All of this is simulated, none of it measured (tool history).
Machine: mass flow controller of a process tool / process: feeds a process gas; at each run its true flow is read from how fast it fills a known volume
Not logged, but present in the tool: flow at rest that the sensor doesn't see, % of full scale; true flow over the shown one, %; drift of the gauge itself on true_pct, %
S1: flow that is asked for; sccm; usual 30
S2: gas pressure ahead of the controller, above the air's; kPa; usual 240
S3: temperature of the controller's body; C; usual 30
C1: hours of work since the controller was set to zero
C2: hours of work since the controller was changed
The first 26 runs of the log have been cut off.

run 27 hour=6999.1 | S1=35 S2=151 S3=31 | C1=5215 C2=5215 | true_flow_(%)=99.8
-- hour=7018.2 controller's zero set anew
run 28 hour=7278.6 | S1=30 S2=175 S3=30 | C1=140 C2=5365 | true_flow_(%)=100.39
run 29 hour=7537 | S1=30 S2=200 S3=23 | C1=278 C2=5503 | true_flow_(%)=100.3
run 30 hour=7928.3 | S1=27 S2=240 S3=30 | C1=488 C2=5713 | true_flow_(%)=100.4
run 31 hour=8092.2 | S1=22 S2=240 S3=30 | C1=576 C2=5801 | true_flow_(%)=100.97
-- hour=8252 controller's zero set anew, once more
run 32 hour=8434.6 | S1=39 S2=250 S3=39 | C1=98 C2=5984 | true_flow_(%)=97.62
run 33 hour=8764.6 | S1=39 S2=262 S3=21 | C1=275 C2=6161 | true_flow_(%)=97.24
run 34 hour=8983.2 | S1=30 S2=270 S3=30 | C1=392 C2=6278 | true_flow_(%)=97.36
run 35 hour=9182.9 | S1=14 S2=140 S3=36 | C1=499 C2=6385 | true_flow_(%)=98.04
run 36 hour=9382.6 | S1=20 S2=201 S3=30 | C1=606 C2=6493 | true_flow_(%)=97.72
run 37 hour=9732.2 | S1=76 S2=240 S3=32 | C1=794 C2=6680 | true_flow_(%)=98.11

Forecast run 38:
-- hour=10078.8 controller exchanged for a calibrated one
run 38 hour=10082.2 | S1=30 S2=191 S3=30 | C1=2 C2=2 | true_flow_(%)=?

true flow (%): 99.05
Minus the tool's unlogged condition, the same run would have read true flow (%) 99.01.
